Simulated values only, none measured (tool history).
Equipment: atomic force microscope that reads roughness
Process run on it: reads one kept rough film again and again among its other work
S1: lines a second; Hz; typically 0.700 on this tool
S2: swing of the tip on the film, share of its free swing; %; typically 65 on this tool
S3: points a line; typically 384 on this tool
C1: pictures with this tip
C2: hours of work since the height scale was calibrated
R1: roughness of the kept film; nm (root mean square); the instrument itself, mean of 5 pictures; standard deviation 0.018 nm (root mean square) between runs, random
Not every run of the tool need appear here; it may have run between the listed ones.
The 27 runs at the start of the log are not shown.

{"run": 28, "hour": 478.4, "S1": 0.671, "S2": 65, "S3": 408, "C1": 74, "C2": 1110, "R1": 3.81}
{"run": 29, "hour": 501.5, "S1": 0.7, "S2": 61, "S3": 755, "C1": 130, "C2": 1128, "R1": 3.579}
{"hour": 504.9, "done": "height scale calibrated on a step standard"}
{"run": 30, "hour": 523.8, "S1": 2.096, "S2": 65, "S3": 287, "C1": 181, "C2": 15, "R1": 3.15}
{"run": 31, "hour": 546.7, "S1": 0.728, "S2": 65, "S3": 1000, "C1": 237, "C2": 33, "R1": 3.077}
{"run": 32, "hour": 571.8, "S1": 0.728, "S2": 58, "S3": 963, "C1": 297, "C2": 53, "R1": 2.924}
{"hour": 577.6, "done": "new tip fitted"}
{"run": 33, "hour": 595.7, "S1": 0.728, "S2": 58, "S3": 963, "C1": 43, "C2": 71, "R1": 4.073}
{"run": 34, "hour": 619.1, "S1": 0.728, "S2": 58, "S3": 963, "C1": 100, "C2": 90, "R1": 3.734}
{"run": 35, "hour": 637.0, "S1": 0.728, "S2": 58, "S3": 963, "C1": 143, "C2": 104, "R1": 3.494}
{"hour": 646.6, "done": "height scale calibrated on a step standard, once more"}
{"run": 36, "hour": 659.1, "S1": 0.728, "S2": 58, "S3": 1012, "C1": 194, "C2": 10, "R1": 3.32}
{"run": 37, "hour": 683.8, "S1": 1.688, "S2": 57, "S3": 428, "C1": 253, "C2": 29, "R1": 3.031}
{"hour": 708.3, "done": "new tip fitted"}
{"run": 38, "hour": 709.3, "S1": 1.535, "S2": 57, "S3": 428, "C1": 2, "C2": 49, "R1": 4.203}
{"run": 39, "hour": 724.1, "S1": 1.535, "S2": 57, "S3": 428, "C1": 38, "C2": 61, "R1": 3.972}
{"run": 40, "hour": 743.8, "S1": 1.535, "S2": 57, "S3": 428, "C1": 85, "C2": 76, "R1": 3.728}
{"run": 41, "hour": 760.9, "S1": 1.535, "S2": 61, "S3": 974, "C1": 127, "C2": 90, "R1": 3.51}
{"run": 42, "hour": 773.0, "S1": 0.782, "S2": 60, "S3": 974, "C1": 156, "C2": 99, "R1": 3.506}
{"run": 43, "hour": 787.4, "S1": 0.782, "S2": 73, "S3": 974, "C1": 190, "C2": 111, "R1": 3.231}
{"run": 44, "hour": 808.9, "S1": 0.782, "S2": 73, "S3": 798, "C1": 242, "C2": 128, "R1": 3.074}
{"run": 45, "hour": 820.1, "S1": 0.782, "S2": 73, "S3": 798, "C1": 269, "C2": 137, "R1": 2.958}
{"hour": 837.3, "done": "new tip fitted"}
{"run": 46, "hour": 840.6, "S1": 0.782, "S2": 73, "S3": 798, "C1": 8, "C2": 152, "R1": 4.147}

5 options for the next run, each taken on its own from the tool as it stands now. Forecast them:
{"run": "A", "hour": 856.4, "S1": 2.104, "S2": 65, "S3": 703, "C1": 46, "C2": 165, "R1": "?"}
{"run": "B", "hour": 856.4, "S1": 0.782, "S2": 73, "S3": 616, "C1": 46, "C2": 165, "R1": "?"}
{"run": "C", "hour": 856.4, "S1": 1.974, "S2": 59, "S3": 384, "C1": 46, "C2": 165, "R1": "?"}
{"run": "D", "hour": 856.4, "S1": 0.7, "S2": 65, "S3": 315, "C1": 46, "C2": 165, "R1": "?"}
{"run": "E", "hour": 856.4, "S1": 0.858, "S2": 60, "S3": 798, "C1": 46, "C2": 165, "R1": "?"}

run=A R1=3.813
run=B R1=3.922
run=C R1=3.911
run=D R1=3.965
run=E R1=4.029
With the hidden condition removed and each run's random variation left untouched, the same runs would have given:
run=A R1=4.114
run=B R1=4.232
run=C R1=4.219
run=D R1=4.278
run=E R1=4.347

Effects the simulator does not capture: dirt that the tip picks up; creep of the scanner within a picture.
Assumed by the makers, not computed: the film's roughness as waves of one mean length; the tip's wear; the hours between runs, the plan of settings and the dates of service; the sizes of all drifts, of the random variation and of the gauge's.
